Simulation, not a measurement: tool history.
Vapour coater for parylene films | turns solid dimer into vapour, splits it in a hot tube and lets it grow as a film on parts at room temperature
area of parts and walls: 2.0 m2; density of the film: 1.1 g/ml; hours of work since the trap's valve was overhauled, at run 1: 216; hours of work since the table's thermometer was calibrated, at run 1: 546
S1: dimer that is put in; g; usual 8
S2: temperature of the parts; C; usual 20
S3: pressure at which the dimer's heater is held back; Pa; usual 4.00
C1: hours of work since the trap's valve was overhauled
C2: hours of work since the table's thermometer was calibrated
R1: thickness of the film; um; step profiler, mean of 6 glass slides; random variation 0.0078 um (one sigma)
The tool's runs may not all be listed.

Run 1, hour 0.0: usual settings; C1 216; C2 546. Result: R1 2.049 um.
Run 2, hour 24.4: usual settings; C1 235; C2 565. Result: R1 2.041 um.
Run 3, hour 54.7: usual settings; C1 259; C2 588. Result: R1 2.034 um.
Run 4, hour 78.7: usual settings but S1 6 g; C1 278; C2 607. Result: R1 1.516 um.
Run 5, hour 104.4: usual settings but S1 6 g, S2 31 C; C1 298; C2 627. Result: R1 0.939 um.
Run 6, hour 122.8: usual settings but S1 6 g, S2 31 C; C1 312; C2 641. Result: R1 0.938 um.
Run 7, hour 151.9: usual settings but S1 6 g, S2 31 C; C1 335; C2 664. Result: R1 0.943 um.
Run 8, hour 176.2: usual settings but S1 7 g, S2 31 C; C1 354; C2 683. Result: R1 1.096 um.
Run 9, hour 200.7: usual settings; C1 373; C2 702. Result: R1 2.001 um.
Run 10, hour 213.6: usual settings; C1 383; C2 712. Result: R1 2.013 um.
Run 11, hour 233.4: usual settings but S3 6.08 Pa; C1 398; C2 728. Result: R1 1.924 um.
Run 12, hour 262.1: usual settings but S2 14 C; C1 421; C2 750. Result: R1 2.585 um.
Run 13, hour 283.2: usual settings but S2 14 C; C1 437; C2 766. Result: R1 2.590 um.
Run 14, hour 313.6: usual settings but S2 14 C; C1 461; C2 790. Result: R1 2.556 um.
Run 15, hour 342.1: usual settings but S2 14 C; C1 483; C2 812. Result: R1 2.577 um.
At hour 348.2: trap's valve overhauled.
Run 16, hour 366.7: usual settings but S2 14 C; C1 14; C2 828. Result: R1 2.488 um.
Run 17, hour 391.0: usual settings but S2 14 C, S3 5.77 Pa; C1 33; C2 847. Result: R1 2.366 um.
Run 18, hour 412.0: usual settings but S1 5 g, S2 25 C, S3 2.29 Pa; C1 50; C2 864. Result: R1 1.011 um.
Run 19, hour 431.2: usual settings but S1 5 g, S2 25 C, S3 2.29 Pa; C1 65; C2 879. Result: R1 1.006 um.
Run 20, hour 457.3: usual settings but S1 5 g, S2 25 C, S3 2.29 Pa; C1 85; C2 899. Result: R1 1.007 um.
Run 21, hour 474.9: usual settings but S1 5 g, S2 25 C, S3 2.29 Pa; C1 99; C2 913. Result: R1 1.004 um.
Run 22, hour 496.3: usual settings but S2 13 C; C1 115; C2 929. Result: R1 2.547 um.
At hour 504.8: trap's valve overhauled, once more.
Run 23, hour 520.6: usual settings but S2 13 C; C1 12; C2 945. Result: R1 2.828 um.
Run 24, hour 538.3: usual settings but S2 29 C, S3 7.51 Pa; C1 26; C2 959. Result: R1 1.307 um.
Run 25, hour 554.3: usual settings but S1 7 g, S2 14 C, S3 6.03 Pa; C1 39; C2 972. Result: R1 2.237 um.

Forecast each of these 3 alternatives for the next run:
Run A, hour 585.3: usual settings but S1 5 g, S3 2.93 Pa; C1 63; C2 996. Result: R1 ?.
Run B, hour 585.3: usual settings but S1 4 g, S2 29 C; C1 63; C2 996. Result: R1 ?.
Run C, hour 585.3: usual settings but S1 7 g, S2 24 C, S3 6.03 Pa; C1 63; C2 996. Result: R1 ?.

run     R1
  A  1.343
  B  0.705
  C  1.454
Without the tool's hidden state the same runs would have given:
run     R1
  A  1.386
  B  0.728
  C  1.501
